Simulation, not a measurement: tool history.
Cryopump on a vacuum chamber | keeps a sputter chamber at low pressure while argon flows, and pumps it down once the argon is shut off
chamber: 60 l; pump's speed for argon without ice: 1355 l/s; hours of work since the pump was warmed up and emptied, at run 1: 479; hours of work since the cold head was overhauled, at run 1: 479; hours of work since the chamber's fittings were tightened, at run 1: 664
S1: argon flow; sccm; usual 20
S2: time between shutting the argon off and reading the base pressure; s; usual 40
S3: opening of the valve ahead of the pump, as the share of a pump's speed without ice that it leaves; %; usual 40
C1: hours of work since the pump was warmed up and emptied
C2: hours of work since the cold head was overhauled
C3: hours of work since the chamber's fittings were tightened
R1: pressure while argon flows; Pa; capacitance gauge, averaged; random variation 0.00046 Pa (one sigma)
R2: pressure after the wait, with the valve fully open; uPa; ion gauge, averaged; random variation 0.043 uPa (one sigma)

run   hour  S1   S2  S3   C1   C2   C3      R1    R2
  1    0.0  20   40  40  479  479  664  0.0648  3.92
  2   38.5  23   40  40  497  497  683  0.0740  3.82
  3   76.5  20   40  40  515  515  701  0.0656  3.84
  4  122.9  20   40  40  538  538  723  0.0660  3.86
  5  163.3  20  179  40  557  557  743  0.0660  2.17
  6  200.8  37   40  40  575  575  761  0.1208  4.08
  7  254.8  37   40  40  601  601  787  0.1202  4.00
  8  299.9  37   40  40  623  623  808  0.1214  4.12
  9  329.5  10   32  25  637  637  822  0.0512  4.69
 10  376.1  20   40  19  659  659  845  0.1354  4.10
 11  429.8  13   64  59  685  685  870  0.0294  3.27
 12  486.3   8   21  59  712  712  898  0.0180  6.46
 13  532.9  15   40  40  734  734  920  0.0497  4.25
 14  577.5  15   40  49  756  756  941  0.0413  4.42

Forecast each of these 5 alternatives for the next run:
  A  627.0  20   68  32  779  779  965   ?   ?
  B  627.0   8  109  38  779  779  965   ?   ?
  C  627.0  15   40  58  779  779  965   ?   ?
  D  627.0  10   41  49  779  779  965   ?   ?
  E  627.0  20   44  15  779  779  965   ?   ?

run      R1    R2
  A  0.0816  3.43
  B  0.0273  2.94
  C  0.0352  4.32
  D  0.0271  4.26
  E  0.1701  4.19
Without the tool's hidden state the same runs would have given:
run      R1    R2
  A  0.0778  1.58
  B  0.0258  1.08
  C  0.0323  2.50
  D  0.0252  2.44
  E  0.1663  2.34

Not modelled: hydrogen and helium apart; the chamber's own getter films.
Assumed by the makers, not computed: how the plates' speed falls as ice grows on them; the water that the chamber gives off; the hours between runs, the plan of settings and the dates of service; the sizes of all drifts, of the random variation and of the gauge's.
